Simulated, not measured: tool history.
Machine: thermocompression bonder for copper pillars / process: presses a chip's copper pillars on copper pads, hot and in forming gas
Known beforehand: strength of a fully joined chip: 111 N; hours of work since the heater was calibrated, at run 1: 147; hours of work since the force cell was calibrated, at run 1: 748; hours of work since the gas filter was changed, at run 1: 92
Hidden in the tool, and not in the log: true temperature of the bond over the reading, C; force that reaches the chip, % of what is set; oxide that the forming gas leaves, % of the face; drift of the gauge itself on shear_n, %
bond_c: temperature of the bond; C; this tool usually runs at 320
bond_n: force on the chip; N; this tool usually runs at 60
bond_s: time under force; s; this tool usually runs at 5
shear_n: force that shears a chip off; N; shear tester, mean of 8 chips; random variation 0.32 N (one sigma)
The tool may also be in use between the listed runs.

run,hour,bond_c,bond_n,bond_s,hours of work since the heater was calibrated,hours of work since the force cell was calibrated,hours of work since the gas filter was changed,shear_n
1,0.0,320,60,5,147,748,92,77.2
# hour 31.7: forming gas filter changed
2,38.9,320,72,5,169,770,4,85.0
3,132.8,320,60,5,223,824,58,77.5
4,181.0,320,60,5,250,852,86,77.4
# hour 226.1: forming gas filter changed
5,243.5,320,49,5,286,887,10,68.4
6,284.5,320,60,12,310,911,34,93.6
7,326.8,320,60,12,334,935,58,93.5
8,383.9,320,60,12,367,968,91,93.5
# hour 418.8: forming gas filter changed
9,423.9,320,46,9,389,991,3,77.3
10,506.4,320,62,8,437,1038,50,86.9
11,556.6,320,43,3,466,1067,79,52.4
# hour 610.8: forming gas filter changed
12,622.7,320,43,5,503,1105,7,63.0
13,671.9,318,37,10,532,1133,35,68.8
14,740.5,334,48,14,571,1172,75,94.6
# hour 802.2: forming gas filter changed
15,813.3,317,48,15,613,1214,6,87.8

5 ways to go on from here, each from the tool as it stands after run 15. What would each give?
A,864.0,309,48,5,642,1243,36,?
B,864.0,291,60,15,642,1243,36,?
C,864.0,328,53,12,642,1243,36,?
D,864.0,319,36,15,642,1243,36,?
E,864.0,346,68,15,642,1243,36,?

run,shear_n
A,61.2
B,81.9
C,92.6
D,76.3
E,106.7
Take away the tool's hidden state, keep each run's random variation, and the runs would have read:
run,shear_n
A,61.0
B,81.7
C,92.4
D,76.1
E,106.7

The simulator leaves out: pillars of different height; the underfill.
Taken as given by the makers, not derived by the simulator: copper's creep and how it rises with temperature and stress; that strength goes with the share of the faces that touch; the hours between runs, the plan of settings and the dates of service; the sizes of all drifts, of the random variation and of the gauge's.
